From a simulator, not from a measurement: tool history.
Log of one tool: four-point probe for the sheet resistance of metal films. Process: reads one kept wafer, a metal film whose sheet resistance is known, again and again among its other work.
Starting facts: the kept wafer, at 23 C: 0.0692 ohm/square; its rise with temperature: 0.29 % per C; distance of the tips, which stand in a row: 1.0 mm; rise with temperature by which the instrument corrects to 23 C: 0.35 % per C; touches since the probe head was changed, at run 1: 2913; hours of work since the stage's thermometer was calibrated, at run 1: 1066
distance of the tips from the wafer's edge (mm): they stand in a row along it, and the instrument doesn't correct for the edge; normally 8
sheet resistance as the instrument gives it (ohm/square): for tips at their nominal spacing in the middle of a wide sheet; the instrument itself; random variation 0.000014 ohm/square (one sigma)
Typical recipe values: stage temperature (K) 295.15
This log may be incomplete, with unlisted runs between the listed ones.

run     day  stage temperature (K)  distance of the tips from the wafer's edge (mm)  touches since the probe head was changed  hours of work since the stage's thermometer was calibrated  sheet resistance as the instrument gives it (ohm/square)
  1       0                 295.15                                                8                                      2913                                                        1066                                                   0.06972
  2   3.038                 295.15                                                8                                      4259                                                        1109                                                  0.069717
  3   5.533                 295.15                                                8                                      5365                                                        1143                                                  0.069691
  4   7.283                 295.15                                                8                                      6141                                                        1168                                                  0.069673
  5   8.975                 295.15                                                8                                      6890                                                        1191                                                  0.069713
  6  12.208                 295.15                                                8                                      8322                                                        1236                                                  0.069688
  7  14.262                 295.15                                                5                                      9232                                                        1265                                                  0.070565
  8  17.771                 295.15                                                5                                     10787                                                        1314                                                  0.070592
  9  20.625                 295.15                                                8                                     12051                                                        1353                                                   0.06968
 10  23.879                 295.15                                                8                                     13493                                                        1399                                                  0.069672
 11  27.362                 295.15                                                8                                     15038                                                        1447                                                  0.069678
     27.704  -- stage's thermometer calibrated
 12  31.071                 295.15                                                8                                     16671                                                          47                                                  0.069708
 13  32.712                 295.15                                                8                                     17398                                                          70                                                  0.069711
 14  36.254                 295.15                                                8                                     18968                                                         119                                                  0.069672
 15  38.583                 296.15                                               29                                     20000                                                         151                                                  0.069111
 16  41.367                 292.15                                               50                                     21234                                                         190                                                  0.069246
 17  43.775                 299.15                                               68                                     22300                                                         224                                                  0.068923
 18  46.583                 294.15                                               45                                     23545                                                         263                                                  0.069157
 19  48.846                 297.15                                                4                                     24547                                                         294                                                  0.071268
     49.108  -- stage's thermometer calibrated, once more
 20  52.546                 296.15                                               47                                     26177                                                          48                                                  0.068994
 21  54.642                 296.15                                               47                                     27106                                                          77                                                  0.068963
 22  56.996                 296.15                                               59                                     28149                                                         110                                                  0.068961
 23  60.692                 296.15                                               59                                     29788                                                         161                                                  0.068963
 24  63.483                 306.15                                               18                                     31023                                                         200                                                  0.068624
 25  65.658                 306.15                                               18                                     31989                                                         230                                                  0.068633

Measured less the same run without the tool's hidden state. The same run-to-run variation is in both; the gauge's scatter may not be:
Hidden conditions of the tool in this case: inner tips' distance over the nominal, %; tips' flats over new ones', %; wafer's true temperature over the reading, C; drift of the gauge itself on sheet_ohm, %.
run  sheet resistance as the instrument gives it (ohm/square)
  1                                                 -0.000114
  2                                                 -0.000118
  3                                                 -0.000122
  4                                                 -0.000123
  5                                                 -0.000127
  6                                                 -0.000131
  7                                                 -0.000135
  8                                                  -0.00014
  9                                                 -0.000142
 10                                                 -0.000147
 11                                                 -0.000151
 12                                                 -0.000133
 13                                                 -0.000135
 14                                                 -0.000139
 15                                                  -0.00014
 16                                                 -0.000143
 17                                                 -0.000147
 18                                                 -0.000151
 19                                                 -0.000159
 20                                                 -0.000243
 21                                                 -0.000246
 22                                                 -0.000249
 23                                                 -0.000255
 24                                                 -0.000257
 25                                                  -0.00026
